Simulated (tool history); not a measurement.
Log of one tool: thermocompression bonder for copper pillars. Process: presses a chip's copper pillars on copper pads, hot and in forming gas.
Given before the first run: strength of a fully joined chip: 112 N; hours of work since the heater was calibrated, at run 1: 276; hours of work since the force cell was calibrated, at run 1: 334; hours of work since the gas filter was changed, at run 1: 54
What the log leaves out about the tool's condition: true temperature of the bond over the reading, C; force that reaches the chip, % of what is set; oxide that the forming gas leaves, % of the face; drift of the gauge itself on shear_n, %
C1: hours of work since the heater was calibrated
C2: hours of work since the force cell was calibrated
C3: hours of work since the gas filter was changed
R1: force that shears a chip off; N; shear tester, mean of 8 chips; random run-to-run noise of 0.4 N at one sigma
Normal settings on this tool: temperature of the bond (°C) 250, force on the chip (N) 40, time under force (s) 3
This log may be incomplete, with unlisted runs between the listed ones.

run 1 hour=0 | temperature_of_the_bond_(°C)=250 force_on_the_chip_(N)=40 time_under_force_(s)=3 | C1=276 C2=334 C3=54 | R1=50.2
run 2 hour=21.4 | temperature_of_the_bond_(°C)=250 force_on_the_chip_(N)=40 time_under_force_(s)=3 | C1=287 C2=345 C3=65 | R1=50.6
run 3 hour=43.3 | temperature_of_the_bond_(°C)=250 force_on_the_chip_(N)=42 time_under_force_(s)=3 | C1=298 C2=356 C3=76 | R1=52
run 4 hour=56.3 | temperature_of_the_bond_(°C)=250 force_on_the_chip_(N)=40 time_under_force_(s)=3 | C1=305 C2=363 C3=83 | R1=49.9
run 5 hour=83.7 | temperature_of_the_bond_(°C)=250 force_on_the_chip_(N)=40 time_under_force_(s)=3 | C1=319 C2=377 C3=97 | R1=49.3
run 6 hour=99 | temperature_of_the_bond_(°C)=279 force_on_the_chip_(N)=40 time_under_force_(s)=3 | C1=327 C2=385 C3=104 | R1=65.8
run 7 hour=110.4 | temperature_of_the_bond_(°C)=279 force_on_the_chip_(N)=40 time_under_force_(s)=3 | C1=333 C2=391 C3=110 | R1=65.8
run 8 hour=131.6 | temperature_of_the_bond_(°C)=279 force_on_the_chip_(N)=40 time_under_force_(s)=3 | C1=343 C2=401 C3=121 | R1=65.6
run 9 hour=143.3 | temperature_of_the_bond_(°C)=250 force_on_the_chip_(N)=40 time_under_force_(s)=3 | C1=350 C2=407 C3=127 | R1=49.8
run 10 hour=163.5 | temperature_of_the_bond_(°C)=250 force_on_the_chip_(N)=40 time_under_force_(s)=3 | C1=360 C2=418 C3=138 | R1=49.2
run 11 hour=191.4 | temperature_of_the_bond_(°C)=275 force_on_the_chip_(N)=40 time_under_force_(s)=3 | C1=374 C2=432 C3=152 | R1=63.3
run 12 hour=207 | temperature_of_the_bond_(°C)=250 force_on_the_chip_(N)=40 time_under_force_(s)=3 | C1=382 C2=440 C3=160 | R1=48.7
run 13 hour=232.2 | temperature_of_the_bond_(°C)=250 force_on_the_chip_(N)=40 time_under_force_(s)=3 | C1=395 C2=453 C3=173 | R1=48.7
run 14 hour=259.2 | temperature_of_the_bond_(°C)=250 force_on_the_chip_(N)=40 time_under_force_(s)=3 | C1=409 C2=467 C3=187 | R1=48.3
run 15 hour=276.6 | temperature_of_the_bond_(°C)=250 force_on_the_chip_(N)=40 time_under_force_(s)=3 | C1=418 C2=476 C3=196 | R1=49.4
run 16 hour=288.5 | temperature_of_the_bond_(°C)=250 force_on_the_chip_(N)=40 time_under_force_(s)=3 | C1=424 C2=482 C3=202 | R1=48
run 17 hour=305.4 | temperature_of_the_bond_(°C)=250 force_on_the_chip_(N)=40 time_under_force_(s)=2 | C1=433 C2=491 C3=211 | R1=42.4
run 18 hour=318.8 | temperature_of_the_bond_(°C)=250 force_on_the_chip_(N)=40 time_under_force_(s)=2 | C1=440 C2=498 C3=218 | R1=41.8
run 19 hour=340.7 | temperature_of_the_bond_(°C)=250 force_on_the_chip_(N)=34 time_under_force_(s)=3 | C1=451 C2=509 C3=229 | R1=44.8
run 20 hour=355.3 | temperature_of_the_bond_(°C)=250 force_on_the_chip_(N)=34 time_under_force_(s)=3 | C1=458 C2=516 C3=236 | R1=44.9
run 21 hour=373.4 | temperature_of_the_bond_(°C)=244 force_on_the_chip_(N)=33 time_under_force_(s)=2 | C1=468 C2=526 C3=246 | R1=35
run 22 hour=395.3 | temperature_of_the_bond_(°C)=235 force_on_the_chip_(N)=32 time_under_force_(s)=3 | C1=479 C2=537 C3=257 | R1=36.1
run 23 hour=422.9 | temperature_of_the_bond_(°C)=235 force_on_the_chip_(N)=32 time_under_force_(s)=3 | C1=493 C2=551 C3=271 | R1=35.8
run 24 hour=446.9 | temperature_of_the_bond_(°C)=250 force_on_the_chip_(N)=26 time_under_force_(s)=2 | C1=506 C2=564 C3=283 | R1=32.7
run 25 hour=461.1 | temperature_of_the_bond_(°C)=240 force_on_the_chip_(N)=40 time_under_force_(s)=6 | C1=513 C2=571 C3=291 | R1=54.8
run 26 hour=488.5 | temperature_of_the_bond_(°C)=250 force_on_the_chip_(N)=29 time_under_force_(s)=3 | C1=527 C2=585 C3=305 | R1=41.5
run 27 hour=500.1 | temperature_of_the_bond_(°C)=270 force_on_the_chip_(N)=31 time_under_force_(s)=8 | C1=533 C2=591 C3=311 | R1=70.1
run 28 hour=514.5 | temperature_of_the_bond_(°C)=270 force_on_the_chip_(N)=31 time_under_force_(s)=8 | C1=540 C2=598 C3=318 | R1=71
run 29 hour=531.2 | temperature_of_the_bond_(°C)=243 force_on_the_chip_(N)=52 time_under_force_(s)=7 | C1=549 C2=607 C3=327 | R1=64.8
run 30 hour=553.7 | temperature_of_the_bond_(°C)=273 force_on_the_chip_(N)=43 time_under_force_(s)=5 | C1=561 C2=619 C3=338 | R1=71.5
run 31 hour=567 | temperature_of_the_bond_(°C)=264 force_on_the_chip_(N)=24 time_under_force_(s)=7 | C1=567 C2=625 C3=345 | R1=58.6
run 32 hour=580.9 | temperature_of_the_bond_(°C)=264 force_on_the_chip_(N)=39 time_under_force_(s)=2 | C1=575 C2=633 C3=352 | R1=45.9

Alternative continuations, all from the tool just after run 32; predict every row:
run A hour=605.7 | temperature_of_the_bond_(°C)=228 force_on_the_chip_(N)=40 time_under_force_(s)=3 | C1=587 C2=645 C3=365 | R1=?
run B hour=605.7 | temperature_of_the_bond_(°C)=241 force_on_the_chip_(N)=38 time_under_force_(s)=2 | C1=587 C2=645 C3=365 | R1=?
run C hour=605.7 | temperature_of_the_bond_(°C)=221 force_on_the_chip_(N)=25 time_under_force_(s)=2 | C1=587 C2=645 C3=365 | R1=?

run=A R1=35.7
run=B R1=35
run=C R1=21.3
With no hidden state in the tool, these same runs would have given:
run=A R1=40.5
run=B R1=39.7
run=C R1=24.3

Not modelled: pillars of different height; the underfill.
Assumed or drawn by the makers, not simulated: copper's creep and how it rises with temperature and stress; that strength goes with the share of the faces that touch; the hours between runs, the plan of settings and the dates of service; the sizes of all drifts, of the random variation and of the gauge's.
